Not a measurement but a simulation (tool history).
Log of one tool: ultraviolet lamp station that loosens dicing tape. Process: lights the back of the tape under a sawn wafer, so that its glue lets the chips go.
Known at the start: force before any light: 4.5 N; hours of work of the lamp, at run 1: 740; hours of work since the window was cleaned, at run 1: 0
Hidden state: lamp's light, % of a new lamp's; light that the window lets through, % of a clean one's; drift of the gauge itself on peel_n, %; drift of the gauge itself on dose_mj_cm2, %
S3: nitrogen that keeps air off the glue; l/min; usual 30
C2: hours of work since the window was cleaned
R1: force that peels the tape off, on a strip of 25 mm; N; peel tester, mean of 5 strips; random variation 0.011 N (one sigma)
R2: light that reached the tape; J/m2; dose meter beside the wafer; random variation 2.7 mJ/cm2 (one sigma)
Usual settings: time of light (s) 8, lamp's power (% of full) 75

{"run": 1, "hour": 0.0, "time of light (s)": 8, "lamp's power (% of full)": 75, "S3": 30, "hours of work of the lamp": 740, "C2": 0, "R1": 0.518, "R2": 3570}
{"run": 2, "hour": 62.0, "time of light (s)": 13, "lamp's power (% of full)": 75, "S3": 30, "hours of work of the lamp": 789, "C2": 49, "R1": 0.268, "R2": 5760}
{"run": 3, "hour": 122.1, "time of light (s)": 8, "lamp's power (% of full)": 81, "S3": 30, "hours of work of the lamp": 837, "C2": 97, "R1": 0.457, "R2": 3890}
{"run": 4, "hour": 214.5, "time of light (s)": 12, "lamp's power (% of full)": 81, "S3": 30, "hours of work of the lamp": 911, "C2": 171, "R1": 0.254, "R2": 5820}
{"run": 5, "hour": 258.7, "time of light (s)": 12, "lamp's power (% of full)": 81, "S3": 30, "hours of work of the lamp": 946, "C2": 206, "R1": 0.257, "R2": 5840}
{"run": 6, "hour": 344.9, "time of light (s)": 12, "lamp's power (% of full)": 81, "S3": 30, "hours of work of the lamp": 1015, "C2": 275, "R1": 0.271, "R2": 5840}
{"run": 7, "hour": 409.3, "time of light (s)": 12, "lamp's power (% of full)": 81, "S3": 30, "hours of work of the lamp": 1066, "C2": 327, "R1": 0.255, "R2": 5850}
{"run": 8, "hour": 476.4, "time of light (s)": 12, "lamp's power (% of full)": 81, "S3": 30, "hours of work of the lamp": 1120, "C2": 380, "R1": 0.268, "R2": 5840}
{"hour": 495.5, "done": "lamp changed"}
{"run": 9, "hour": 534.7, "time of light (s)": 8, "lamp's power (% of full)": 100, "S3": 30, "hours of work of the lamp": 31, "C2": 426, "R1": 0.331, "R2": 4760}
{"hour": 581.6, "done": "window cleaned of glue's vapour"}
{"run": 10, "hour": 606.2, "time of light (s)": 8, "lamp's power (% of full)": 75, "S3": 30, "hours of work of the lamp": 88, "C2": 20, "R1": 0.509, "R2": 3590}
{"run": 11, "hour": 673.4, "time of light (s)": 8, "lamp's power (% of full)": 75, "S3": 51, "hours of work of the lamp": 142, "C2": 73, "R1": 0.371, "R2": 3580}
{"run": 12, "hour": 737.8, "time of light (s)": 8, "lamp's power (% of full)": 86, "S3": 30, "hours of work of the lamp": 193, "C2": 125, "R1": 0.412, "R2": 4120}
{"run": 13, "hour": 803.0, "time of light (s)": 8, "lamp's power (% of full)": 95, "S3": 30, "hours of work of the lamp": 245, "C2": 177, "R1": 0.356, "R2": 4530}
{"run": 14, "hour": 892.1, "time of light (s)": 8, "lamp's power (% of full)": 78, "S3": 30, "hours of work of the lamp": 316, "C2": 248, "R1": 0.489, "R2": 3730}
{"run": 15, "hour": 985.7, "time of light (s)": 15, "lamp's power (% of full)": 75, "S3": 30, "hours of work of the lamp": 391, "C2": 322, "R1": 0.24, "R2": 6760}
{"run": 16, "hour": 1074.2, "time of light (s)": 15, "lamp's power (% of full)": 75, "S3": 30, "hours of work of the lamp": 461, "C2": 393, "R1": 0.227, "R2": 6700}
{"run": 17, "hour": 1156.7, "time of light (s)": 8, "lamp's power (% of full)": 75, "S3": 38, "hours of work of the lamp": 527, "C2": 459, "R1": 0.447, "R2": 3610}
{"hour": 1165.8, "done": "window cleaned of glue's vapour"}
{"run": 18, "hour": 1207.2, "time of light (s)": 8, "lamp's power (% of full)": 75, "S3": 38, "hours of work of the lamp": 567, "C2": 33, "R1": 0.442, "R2": 3560}
{"run": 19, "hour": 1299.9, "time of light (s)": 8, "lamp's power (% of full)": 75, "S3": 38, "hours of work of the lamp": 641, "C2": 107, "R1": 0.427, "R2": 3570}
{"run": 20, "hour": 1362.1, "time of light (s)": 8, "lamp's power (% of full)": 68, "S3": 38, "hours of work of the lamp": 691, "C2": 157, "R1": 0.489, "R2": 3270}
{"run": 21, "hour": 1451.1, "time of light (s)": 8, "lamp's power (% of full)": 75, "S3": 30, "hours of work of the lamp": 762, "C2": 228, "R1": 0.511, "R2": 3580}
{"run": 22, "hour": 1516.6, "time of light (s)": 15, "lamp's power (% of full)": 70, "S3": 9, "hours of work of the lamp": 814, "C2": 280, "R1": 0.478, "R2": 6360}
{"run": 23, "hour": 1576.1, "time of light (s)": 11, "lamp's power (% of full)": 69, "S3": 31, "hours of work of the lamp": 861, "C2": 327, "R1": 0.361, "R2": 4570}
{"run": 24, "hour": 1671.6, "time of light (s)": 8, "lamp's power (% of full)": 66, "S3": 42, "hours of work of the lamp": 938, "C2": 404, "R1": 0.508, "R2": 3220}
{"run": 25, "hour": 1725.9, "time of light (s)": 6, "lamp's power (% of full)": 69, "S3": 13, "hours of work of the lamp": 981, "C2": 447, "R1": 1.436, "R2": 2470}
{"hour": 1747.7, "done": "window cleaned of glue's vapour"}
{"run": 26, "hour": 1809.6, "time of light (s)": 15, "lamp's power (% of full)": 71, "S3": 12, "hours of work of the lamp": 1047, "C2": 49, "R1": 0.396, "R2": 6310}
{"run": 27, "hour": 1905.0, "time of light (s)": 15, "lamp's power (% of full)": 71, "S3": 12, "hours of work of the lamp": 1123, "C2": 126, "R1": 0.401, "R2": 6320}
{"hour": 1917.2, "done": "lamp changed"}
{"run": 28, "hour": 1945.3, "time of light (s)": 10, "lamp's power (% of full)": 75, "S3": 30, "hours of work of the lamp": 22, "C2": 157, "R1": 0.364, "R2": 4500}
{"run": 29, "hour": 1994.7, "time of light (s)": 11, "lamp's power (% of full)": 83, "S3": 30, "hours of work of the lamp": 62, "C2": 196, "R1": 0.268, "R2": 5500}
{"run": 30, "hour": 2087.2, "time of light (s)": 5, "lamp's power (% of full)": 83, "S3": 30, "hours of work of the lamp": 136, "C2": 270, "R1": 0.931, "R2": 2460}
{"run": 31, "hour": 2159.9, "time of light (s)": 16, "lamp's power (% of full)": 85, "S3": 25, "hours of work of the lamp": 194, "C2": 328, "R1": 0.209, "R2": 8080}
{"run": 32, "hour": 2239.6, "time of light (s)": 16, "lamp's power (% of full)": 85, "S3": 25, "hours of work of the lamp": 257, "C2": 392, "R1": 0.205, "R2": 8130}
{"run": 33, "hour": 2320.0, "time of light (s)": 4, "lamp's power (% of full)": 85, "S3": 14, "hours of work of the lamp": 321, "C2": 456, "R1": 1.63, "R2": 2040}
{"hour": 2331.6, "done": "window cleaned of glue's vapour"}
{"run": 34, "hour": 2359.7, "time of light (s)": 10, "lamp's power (% of full)": 62, "S3": 30, "hours of work of the lamp": 353, "C2": 22, "R1": 0.466, "R2": 3700}
{"run": 35, "hour": 2445.3, "time of light (s)": 11, "lamp's power (% of full)": 62, "S3": 30, "hours of work of the lamp": 421, "C2": 91, "R1": 0.413, "R2": 4050}
{"run": 36, "hour": 2536.3, "time of light (s)": 11, "lamp's power (% of full)": 90, "S3": 30, "hours of work of the lamp": 493, "C2": 163, "R1": 0.26, "R2": 5890}
{"run": 37, "hour": 2617.8, "time of light (s)": 8, "lamp's power (% of full)": 64, "S3": 30, "hours of work of the lamp": 558, "C2": 228, "R1": 0.628, "R2": 3050}
{"run": 38, "hour": 2657.8, "time of light (s)": 8, "lamp's power (% of full)": 64, "S3": 30, "hours of work of the lamp": 590, "C2": 260, "R1": 0.637, "R2": 3090}
{"run": 39, "hour": 2697.4, "time of light (s)": 8, "lamp's power (% of full)": 64, "S3": 30, "hours of work of the lamp": 622, "C2": 292, "R1": 0.668, "R2": 3060}
{"run": 40, "hour": 2740.1, "time of light (s)": 8, "lamp's power (% of full)": 79, "S3": 59, "hours of work of the lamp": 656, "C2": 326, "R1": 0.328, "R2": 3860}
{"run": 41, "hour": 2834.1, "time of light (s)": 8, "lamp's power (% of full)": 79, "S3": 59, "hours of work of the lamp": 731, "C2": 401, "R1": 0.322, "R2": 3850}
{"run": 42, "hour": 2891.1, "time of light (s)": 10, "lamp's power (% of full)": 65, "S3": 45, "hours of work of the lamp": 777, "C2": 446, "R1": 0.371, "R2": 3900}

How the hidden state differs across the entries between the runs, from the last listed run before each to the first after it:
Between runs 8 and 9: lamp changed (hour 495.5)
  lamp's light, % of a new lamp's: 99.8 -> 100
Between runs 9 and 10: window cleaned of glue's vapour (hour 581.6)
  no hidden state differs between the two runs
Between runs 17 and 18: window cleaned of glue's vapour (hour 1165.8)
  no hidden state differs between the two runs
Between runs 25 and 26: window cleaned of glue's vapour (hour 1747.7)
  no hidden state differs between the two runs
Between runs 27 and 28: lamp changed (hour 1917.2)
  lamp's light, % of a new lamp's: 99.8 -> 100
Between runs 33 and 34: window cleaned of glue's vapour (hour 2331.6)
  no hidden state differs between the two runs
